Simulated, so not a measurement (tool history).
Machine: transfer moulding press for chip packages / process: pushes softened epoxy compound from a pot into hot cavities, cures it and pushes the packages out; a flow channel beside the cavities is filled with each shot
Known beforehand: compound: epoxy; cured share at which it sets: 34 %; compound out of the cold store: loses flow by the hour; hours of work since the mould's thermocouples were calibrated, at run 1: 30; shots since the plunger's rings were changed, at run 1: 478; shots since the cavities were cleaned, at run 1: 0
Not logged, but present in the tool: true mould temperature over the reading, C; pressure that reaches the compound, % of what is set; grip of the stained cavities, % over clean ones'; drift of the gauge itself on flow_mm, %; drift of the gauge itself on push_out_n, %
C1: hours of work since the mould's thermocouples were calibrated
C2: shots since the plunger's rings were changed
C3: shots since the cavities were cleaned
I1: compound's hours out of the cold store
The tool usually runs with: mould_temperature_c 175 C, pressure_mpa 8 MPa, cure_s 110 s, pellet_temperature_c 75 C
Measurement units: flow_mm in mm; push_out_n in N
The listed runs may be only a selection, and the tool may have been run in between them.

Run 1, hour 0: usual settings; C1 30; C2 478; C3 0; I1 25.4. Result: flow_mm 750 mm, push_out_n 393 N.
Run 2, hour 45.2: usual settings; C1 50; C2 801; C3 323; I1 47.8. Result: flow_mm 680 mm, push_out_n 536 N.
At hour 64.2: cavities cleaned with cleaning compound and waxed.
Run 3, hour 68: usual settings; C1 60; C2 953; C3 27; I1 26.9. Result: flow_mm 720 mm, push_out_n 423 N.
Run 4, hour 104.7: usual settings; C1 76; C2 1215; C3 289; I1 36.8. Result: flow_mm 710 mm, push_out_n 563 N.
At hour 128.2: cavities cleaned with cleaning compound and waxed.
Run 5, hour 147.7: usual settings; C1 95; C2 1511; C3 139; I1 28.2. Result: flow_mm 727 mm, push_out_n 487 N.
Run 6, hour 190.3: usual settings; C1 114; C2 1814; C3 442; I1 40.5. Result: flow_mm 686 mm, push_out_n 577 N.
At hour 195: cavities cleaned with cleaning compound and waxed.
Run 7, hour 212.4: usual settings but pressure_mpa 8.1 MPa; C1 124; C2 1962; C3 124; I1 13.3. Result: flow_mm 758 mm, push_out_n 495 N.
At hour 259.2: cavities cleaned with cleaning compound and waxed.
Run 8, hour 259.2: usual settings but pressure_mpa 8.1 MPa; C1 144; C2 2285; C3 0; I1 47.9. Result: flow_mm 670 mm, push_out_n 372 N.
Run 9, hour 292.6: usual settings but pressure_mpa 9.52 MPa; C1 159; C2 2524; C3 239; I1 24.3. Result: flow_mm 779 mm, push_out_n 539 N.
At hour 324.3: cavities cleaned with cleaning compound and waxed.
Run 10, hour 332.5: usual settings but mould_temperature_c 183 C; C1 176; C2 2797; C3 58; I1 16.4. Result: flow_mm 695 mm, push_out_n 301 N.
Run 11, hour 365.4: usual settings; C1 191; C2 3032; C3 293; I1 13.1. Result: flow_mm 729 mm, push_out_n 571 N.
At hour 391: cavities cleaned with cleaning compound and waxed.
Run 12, hour 406.4: usual settings; C1 209; C2 3314; C3 110; I1 20.3. Result: flow_mm 714 mm, push_out_n 449 N.
Run 13, hour 435: usual settings; C1 222; C2 3518; C3 314; I1 39.1. Result: flow_mm 670 mm, push_out_n 552 N.
At hour 455: cavities cleaned with cleaning compound and waxed.
Run 14, hour 483.5: usual settings; C1 243; C2 3853; C3 203; I1 33.3. Result: flow_mm 671 mm, push_out_n 526 N.
At hour 519.8: cavities cleaned with cleaning compound and waxed.
Run 15, hour 531.7: usual settings; C1 264; C2 4187; C3 85; I1 24.6. Result: flow_mm 695 mm, push_out_n 454 N.
Run 16, hour 572.5: usual settings but mould_temperature_c 178 C, pressure_mpa 6.33 MPa, pellet_temperature_c 82 C; C1 282; C2 4478; C3 376; I1 39.8. Result: flow_mm 567 mm, push_out_n 476 N.
At hour 585.7: cavities cleaned with cleaning compound and waxed.
Run 17, hour 617.2: usual settings but mould_temperature_c 173 C, pressure_mpa 6.33 MPa, pellet_temperature_c 84 C; C1 301; C2 4786; C3 225; I1 19.5. Result: flow_mm 621 mm, push_out_n 616 N.
At hour 651.7: cavities cleaned with cleaning compound and waxed.
Run 18, hour 654.4: usual settings but mould_temperature_c 181 C, pressure_mpa 6.33 MPa, cure_s 99 s, pellet_temperature_c 84 C; C1 317; C2 5041; C3 20; I1 40.9. Result: flow_mm 555 mm, push_out_n 331 N.
Run 19, hour 684.4: usual settings but pressure_mpa 9.65 MPa, cure_s 115 s; C1 331; C2 5254; C3 233; I1 21.7. Result: flow_mm 755 mm, push_out_n 477 N.
Run 20, hour 708.3: usual settings but pressure_mpa 9.11 MPa, cure_s 130 s, pellet_temperature_c 71 C; C1 342; C2 5425; C3 404; I1 44.3. Result: flow_mm 675 mm, push_out_n 454 N.
At hour 717.2: cavities cleaned with cleaning compound and waxed.
Run 21, hour 756.4: usual settings but pressure_mpa 9.11 MPa, cure_s 130 s, pellet_temperature_c 71 C; C1 363; C2 5758; C3 280; I1 12. Result: flow_mm 747 mm, push_out_n 397 N.
At hour 784.2: cavities cleaned with cleaning compound and waxed.
Run 22, hour 786.5: usual settings but mould_temperature_c 172 C, pressure_mpa 9.11 MPa, cure_s 121 s, pellet_temperature_c 71 C; C1 375; C2 5962; C3 16; I1 47.2. Result: flow_mm 661 mm, push_out_n 381 N.
Run 23, hour 820.9: usual settings but mould_temperature_c 183 C, pressure_mpa 9.11 MPa, cure_s 121 s, pellet_temperature_c 68 C; C1 391; C2 6208; C3 262; I1 21.9. Result: flow_mm 693 mm, push_out_n 345 N.
At hour 849.3: cavities cleaned with cleaning compound and waxed.
At hour 860: plunger's sealing rings changed.
Run 24, hour 870.6: usual settings but mould_temperature_c 171 C, pressure_mpa 8.13 MPa, cure_s 149 s, pellet_temperature_c 67 C; C1 411; C2 75; C3 134; I1 12.8. Result: flow_mm 805 mm, push_out_n 356 N.
At hour 918.6: cavities cleaned with cleaning compound and waxed.
Run 25, hour 920.7: usual settings but mould_temperature_c 171 C, pressure_mpa 6.34 MPa, cure_s 149 s, pellet_temperature_c 67 C; C1 433; C2 423; C3 16; I1 47.7. Result: flow_mm 625 mm, push_out_n 289 N.
Run 26, hour 969.6: usual settings but mould_temperature_c 170 C, cure_s 144 s; C1 455; C2 771; C3 364; I1 34.9. Result: flow_mm 721 mm, push_out_n 461 N.
At hour 983.2: cavities cleaned with cleaning compound and waxed.
Run 27, hour 1009.9: usual settings but mould_temperature_c 170 C, cure_s 144 s; C1 473; C2 1048; C3 191; I1 33.6. Result: flow_mm 726 mm, push_out_n 418 N.
Run 28, hour 1037.3: usual settings but mould_temperature_c 170 C, cure_s 144 s; C1 485; C2 1244; C3 387; I1 19.9. Result: flow_mm 762 mm, push_out_n 506 N.

Here are 3 independent what-if runs from the current tool condition. What would each one return?
At hour 1047: cavities cleaned with cleaning compound and waxed.
Run A, hour 1061.3: usual settings but mould_temperature_c 170 C, pressure_mpa 9.87 MPa, cure_s 144 s, pellet_temperature_c 81 C; C1 495; C2 1404; C3 102; I1 34.3. Result: flow_mm ?, push_out_n ?.
At hour 1047: cavities cleaned with cleaning compound and waxed.
Run B, hour 1061.3: usual settings but mould_temperature_c 180 C, pressure_mpa 9.48 MPa, cure_s 144 s, pellet_temperature_c 69 C; C1 495; C2 1404; C3 102; I1 10.2. Result: flow_mm ?, push_out_n ?.
At hour 1047: cavities cleaned with cleaning compound and waxed.
Run C, hour 1061.3: usual settings but mould_temperature_c 170 C, cure_s 122 s; C1 495; C2 1404; C3 102; I1 26.7. Result: flow_mm ?, push_out_n ?.

run  flow_mm  push_out_n
  A      803         348
  B      816         311
  C      753         511
Had the tool no hidden state, the same runs would have come out as:
run  flow_mm  push_out_n
  A      831         298
  B      844         260
  C      779         450
